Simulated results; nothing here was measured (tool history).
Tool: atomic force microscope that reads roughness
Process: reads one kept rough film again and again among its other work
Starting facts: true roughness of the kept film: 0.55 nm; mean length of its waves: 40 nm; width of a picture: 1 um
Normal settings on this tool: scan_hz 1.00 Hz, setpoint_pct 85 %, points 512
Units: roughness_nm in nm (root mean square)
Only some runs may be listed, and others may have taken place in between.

run 1 day=0.000 | scan_hz=1.00 setpoint_pct=85 points=512 | roughness_nm=0.475
run 2 day=0.667 | scan_hz=1.00 setpoint_pct=85 points=309 | roughness_nm=0.471
run 3 day=1.779 | scan_hz=1.00 setpoint_pct=85 points=309 | roughness_nm=0.468
-- day=2.762 new tip fitted
run 4 day=2.896 | scan_hz=1.00 setpoint_pct=85 points=623 | roughness_nm=0.484
run 5 day=3.650 | scan_hz=1.00 setpoint_pct=77 points=512 | roughness_nm=0.501
run 6 day=4.362 | scan_hz=1.00 setpoint_pct=64 points=512 | roughness_nm=0.515
run 7 day=5.275 | scan_hz=1.69 setpoint_pct=85 points=512 | roughness_nm=0.438
run 8 day=6.771 | scan_hz=1.69 setpoint_pct=87 points=512 | roughness_nm=0.428
-- day=7.225 new tip fitted
run 9 day=8.254 | scan_hz=1.00 setpoint_pct=85 points=512 | roughness_nm=0.477
run 10 day=9.342 | scan_hz=1.45 setpoint_pct=85 points=512 | roughness_nm=0.451
run 11 day=10.654 | scan_hz=1.45 setpoint_pct=85 points=512 | roughness_nm=0.443
run 12 day=11.367 | scan_hz=1.07 setpoint_pct=85 points=895 | roughness_nm=0.462
-- day=11.658 new tip fitted
run 13 day=12.142 | scan_hz=0.67 setpoint_pct=85 points=297 | roughness_nm=0.497
run 14 day=13.079 | scan_hz=0.67 setpoint_pct=85 points=297 | roughness_nm=0.494
run 15 day=13.712 | scan_hz=1.13 setpoint_pct=85 points=320 | roughness_nm=0.468
run 16 day=14.650 | scan_hz=1.03 setpoint_pct=86 points=642 | roughness_nm=0.469
-- day=16.112 new tip fitted
run 17 day=16.154 | scan_hz=0.90 setpoint_pct=57 points=395 | roughness_nm=0.532
run 18 day=17.529 | scan_hz=0.90 setpoint_pct=57 points=395 | roughness_nm=0.525
run 19 day=18.662 | scan_hz=0.60 setpoint_pct=56 points=512 | roughness_nm=0.525
run 20 day=19.404 | scan_hz=0.96 setpoint_pct=72 points=391 | roughness_nm=0.494
-- day=20.558 new tip fitted
run 21 day=20.733 | scan_hz=1.28 setpoint_pct=63 points=498 | roughness_nm=0.522

4 ways to go on from here, each from the tool as it stands after run 21. What would each give?
run A day=22.096 | scan_hz=1.28 setpoint_pct=63 points=763 | roughness_nm=?
run B day=22.096 | scan_hz=1.47 setpoint_pct=67 points=489 | roughness_nm=?
run C day=22.096 | scan_hz=1.49 setpoint_pct=57 points=518 | roughness_nm=?
run D day=22.096 | scan_hz=2.11 setpoint_pct=83 points=951 | roughness_nm=?

run=A roughness_nm=0.513
run=B roughness_nm=0.504
run=C roughness_nm=0.519
run=D roughness_nm=0.434
Without the tool's unlogged condition, the same runs would have read:
run=A roughness_nm=0.517
run=B roughness_nm=0.508
run=C roughness_nm=0.523
run=D roughness_nm=0.438
